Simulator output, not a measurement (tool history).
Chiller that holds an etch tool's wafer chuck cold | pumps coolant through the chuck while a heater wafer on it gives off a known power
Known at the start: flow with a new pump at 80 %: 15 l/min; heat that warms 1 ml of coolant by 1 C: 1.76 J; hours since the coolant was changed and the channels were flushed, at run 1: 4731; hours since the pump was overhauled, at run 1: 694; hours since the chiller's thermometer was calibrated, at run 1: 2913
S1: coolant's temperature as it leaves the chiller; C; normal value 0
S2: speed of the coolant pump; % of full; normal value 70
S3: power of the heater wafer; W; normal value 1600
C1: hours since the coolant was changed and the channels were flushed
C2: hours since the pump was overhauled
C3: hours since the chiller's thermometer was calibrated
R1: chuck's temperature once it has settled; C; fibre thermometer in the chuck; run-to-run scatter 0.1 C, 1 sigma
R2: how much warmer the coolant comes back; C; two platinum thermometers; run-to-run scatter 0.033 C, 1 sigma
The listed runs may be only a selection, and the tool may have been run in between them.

Run 1, hour 0: usual settings; C1 4731; C2 694; C3 2913. Result: R1 13.8 C, R2 4.18 C.
Run 2, hour 29.7: usual settings but S2 77 % of full; C1 4760; C2 724; C3 2943. Result: R1 12.6 C, R2 3.87 C.
Run 3, hour 58.5: usual settings; C1 4789; C2 752; C3 2972. Result: R1 14.1 C, R2 4.2 C.
Run 4, hour 82.9: usual settings; C1 4814; C2 777; C3 2996. Result: R1 13.7 C, R2 4.21 C.
Run 5, hour 109.9: usual settings; C1 4841; C2 804; C3 3023. Result: R1 13.9 C, R2 4.18 C.
Run 6, hour 131.9: usual settings; C1 4863; C2 826; C3 3045. Result: R1 13.6 C, R2 4.18 C.
Run 7, hour 151: usual settings; C1 4882; C2 845; C3 3064. Result: R1 14 C, R2 4.17 C.
At hour 162.6: chiller's thermometer calibrated.
Run 8, hour 183.8: usual settings; C1 4914; C2 877; C3 21. Result: R1 13.8 C, R2 4.16 C.
Run 9, hour 216.6: usual settings; C1 4946; C2 909; C3 54. Result: R1 13.9 C, R2 4.15 C.
Run 10, hour 236.8: usual settings but S2 61 % of full; C1 4967; C2 930; C3 74. Result: R1 15.4 C, R2 4.83 C.
Run 11, hour 252.5: usual settings but S1 -10 C, S2 65 % of full; C1 4982; C2 945; C3 90. Result: R1 4.7 C, R2 4.51 C.
Run 12, hour 267.8: usual settings but S1 8 C, S2 72 % of full, S3 983 W; C1 4997; C2 961; C3 105. Result: R1 16.4 C, R2 2.45 C.
Run 13, hour 292: usual settings but S1 -2 C, S2 94 % of full, S3 1135 W; C1 5022; C2 985; C3 129. Result: R1 5.7 C, R2 2.19 C.
Run 14, hour 326.9: usual settings but S2 80 % of full, S3 951 W; C1 5057; C2 1020; C3 164. Result: R1 7.5 C, R2 2.22 C.
Run 15, hour 355.8: usual settings but S2 80 % of full, S3 951 W; C1 5086; C2 1049; C3 193. Result: R1 7.5 C, R2 2.1 C.
Run 16, hour 384: usual settings but S1 2 C, S3 1852 W; C1 5114; C2 1077; C3 221. Result: R1 18 C, R2 4.84 C.
Run 17, hour 403.8: usual settings but S1 2 C, S3 1852 W; C1 5134; C2 1097; C3 241. Result: R1 18 C, R2 4.83 C.
Run 18, hour 438.2: usual settings but S1 -10 C, S2 69 % of full, S3 2061 W; C1 5168; C2 1131; C3 276. Result: R1 8.2 C, R2 5.5 C.

4 ways to go on from here, each from the tool as it stands after run 18. What would each give?
Run A, hour 460.7: usual settings but S1 -5 C, S2 73 % of full, S3 2245 W; C1 5190; C2 1154; C3 298. Result: R1 ?, R2 ?.
Run B, hour 460.7: usual settings; C1 5190; C2 1154; C3 298. Result: R1 ?, R2 ?.
Run C, hour 460.7: usual settings but S1 -9 C, S2 66 % of full, S3 2089 W; C1 5190; C2 1154; C3 298. Result: R1 ?, R2 ?.
Run D, hour 460.7: usual settings but S1 10 C, S2 81 % of full, S3 2061 W; C1 5190; C2 1154; C3 298. Result: R1 ?, R2 ?.

run    R1    R2
  A  13.7  5.61
  B  13.7  4.25
  C   9.9  5.83
  D  25.9  4.65
Had the tool no hidden state, the same runs would have come out as:
run    R1    R2
  A  13.7  5.61
  B  13.7  4.25
  C   9.9  5.82
  D  25.9  4.65

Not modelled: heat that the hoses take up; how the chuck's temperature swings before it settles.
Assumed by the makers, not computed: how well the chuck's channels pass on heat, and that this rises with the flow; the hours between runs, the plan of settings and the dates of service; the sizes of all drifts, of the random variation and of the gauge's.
